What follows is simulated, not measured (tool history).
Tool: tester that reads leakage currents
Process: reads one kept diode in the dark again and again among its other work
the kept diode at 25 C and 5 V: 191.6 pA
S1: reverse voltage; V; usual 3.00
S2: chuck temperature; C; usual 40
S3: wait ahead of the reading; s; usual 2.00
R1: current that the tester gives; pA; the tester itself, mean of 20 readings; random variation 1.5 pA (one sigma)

run    hour     S1  S2    S3       R1
  1     0.0   3.00  40  2.00   498.96
  2    25.1   3.00  40  2.00   499.55
  3    73.4   3.00  40  2.00   501.75
  4    96.4   3.00  40  2.00   501.33
  5   133.7   3.84  40  2.00   542.05
  6   177.9   3.84  40  2.00   541.71
  7   218.6   3.00  40  2.00   503.75
  8   252.1   3.00  40  2.00   500.81
      290.2  -- probe card cleaned and baked
  9   291.6   3.00  40  2.00   497.90
 10   324.0   3.00  40  2.00   501.53
 11   356.9   3.00  48  2.00   876.86
 12   398.0   3.00  48  2.00   870.15
 13   446.3   1.71  48  2.00   728.47
 14   485.1   9.09  48  2.00  1246.61
 15   511.7   9.09  48  2.00  1250.96
 16   558.5   9.09  48  2.00  1254.33
 17   586.6   3.00  40  2.00   502.34
 18   620.5   3.00  40  2.00   498.82
 19   665.6   3.00  40  2.00   500.90
 20   687.3   3.00  59  2.68  1783.75
 21   721.5   3.00  59  2.68  1808.40
 22   765.0   3.00  37  2.72   402.39
 23   811.6   7.26  37  2.72   536.07
 24   845.2   7.26  37  2.72   535.34
 25   869.3   5.37  47  4.40   981.28
 26   913.1   3.60  40  0.57   530.68
 27   958.8   1.21  44  2.00   494.21
 28   996.0   4.68  40  3.67   579.31
 29  1037.8  12.57  37  3.67   643.12
 30  1064.4   2.00  37  3.67   353.14
     1096.1  -- chuck's temperature calibrated
 31  1096.8   3.86  38  5.72   470.32
 32  1135.4   2.42  49  3.56   871.51
 33  1169.5   5.03  25  0.43   193.63
 34  1210.5   1.82  46  0.43   647.02

3 ways to go on from here, each from the tool as it stands after run 34. What would each give?
  A  1233.6   1.76  42  2.00   ?
  B  1233.6   1.38  46  0.43   ?
  C  1233.6  11.00  40  0.31   ?

run      R1
  A  484.97
  B  591.59
  C  767.64
Without the tool's hidden state the same runs would have given:
run      R1
  A  484.91
  B  591.52
  C  767.54
